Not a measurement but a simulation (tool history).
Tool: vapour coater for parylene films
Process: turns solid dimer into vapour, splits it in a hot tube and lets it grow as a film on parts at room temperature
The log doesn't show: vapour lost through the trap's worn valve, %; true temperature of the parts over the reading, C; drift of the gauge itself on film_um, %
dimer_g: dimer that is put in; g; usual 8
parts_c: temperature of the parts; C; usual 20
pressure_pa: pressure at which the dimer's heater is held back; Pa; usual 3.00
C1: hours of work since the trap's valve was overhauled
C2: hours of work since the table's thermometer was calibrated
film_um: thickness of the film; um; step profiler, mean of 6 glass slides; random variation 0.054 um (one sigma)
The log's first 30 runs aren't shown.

Run 31, hour 1477.1: usual settings but dimer_g 10 g, parts_c 27 C, pressure_pa 3.59 Pa; C1 386; C2 1632. Result: film_um 5.81 um.
Run 32, hour 1509.4: usual settings but dimer_g 7 g, parts_c 29 C, pressure_pa 10.83 Pa; C1 403; C2 1648. Result: film_um 3.30 um.
Run 33, hour 1547.2: usual settings but parts_c 24 C, pressure_pa 4.38 Pa; C1 422; C2 1668. Result: film_um 4.79 um.
Run 34, hour 1590.7: usual settings but dimer_g 5 g, parts_c 13 C, pressure_pa 8.25 Pa; C1 445; C2 1690. Result: film_um 3.69 um.
Run 35, hour 1646.0: usual settings but dimer_g 10 g, parts_c 14 C, pressure_pa 2.60 Pa; C1 473; C2 1719. Result: film_um 8.37 um.
Run 36, hour 1703.9: usual settings but dimer_g 10 g, parts_c 14 C, pressure_pa 2.60 Pa; C1 503; C2 1748. Result: film_um 8.32 um.
Run 37, hour 1765.1: usual settings but dimer_g 4 g, parts_c 22 C, pressure_pa 2.60 Pa; C1 534; C2 1780. Result: film_um 2.63 um.
At hour 1802.3: trap's valve overhauled.
Run 38, hour 1834.9: usual settings but dimer_g 10 g, parts_c 16 C, pressure_pa 3.73 Pa; C1 17; C2 1814. Result: film_um 8.46 um.
Run 39, hour 1903.8: usual settings but dimer_g 5 g, parts_c 16 C, pressure_pa 4.79 Pa; C1 52; C2 1849. Result: film_um 4.13 um.
Run 40, hour 1951.7: usual settings but dimer_g 11 g, parts_c 16 C; C1 77; C2 1874. Result: film_um 9.49 um.
Run 41, hour 2022.4: usual settings but parts_c 15 C, pressure_pa 2.19 Pa; C1 113; C2 1910. Result: film_um 7.29 um.
Run 42, hour 2091.4: usual settings but parts_c 29 C, pressure_pa 7.99 Pa; C1 149; C2 1946. Result: film_um 4.24 um.
Run 43, hour 2140.6: usual settings but dimer_g 5 g, parts_c 24 C, pressure_pa 3.23 Pa; C1 174; C2 1971. Result: film_um 3.39 um.
Run 44, hour 2196.8: usual settings but dimer_g 7 g, parts_c 24 C, pressure_pa 2.24 Pa; C1 203; C2 2000. Result: film_um 4.97 um.
Run 45, hour 2242.9: usual settings but dimer_g 7 g, parts_c 24 C, pressure_pa 2.24 Pa; C1 227; C2 2024. Result: film_um 4.94 um.
Run 46, hour 2278.3: usual settings but dimer_g 7 g, parts_c 24 C, pressure_pa 2.24 Pa; C1 245; C2 2042. Result: film_um 4.87 um.

Forecast each of these 3 alternatives for the next run:
Run A, hour 2347.5: usual settings but dimer_g 5 g, parts_c 27 C, pressure_pa 5.89 Pa; C1 281; C2 2078. Result: film_um ?.
Run B, hour 2347.5: usual settings but dimer_g 9 g, parts_c 24 C, pressure_pa 4.21 Pa; C1 281; C2 2078. Result: film_um ?.
Run C, hour 2347.5: usual settings but dimer_g 5 g, parts_c 24 C, pressure_pa 9.52 Pa; C1 281; C2 2078. Result: film_um ?.

run  film_um
  A     2.82
  B     5.77
  C     2.81
Without the tool's hidden state the same runs would have given:
run  film_um
  A     3.02
  B     6.17
  C     3.00
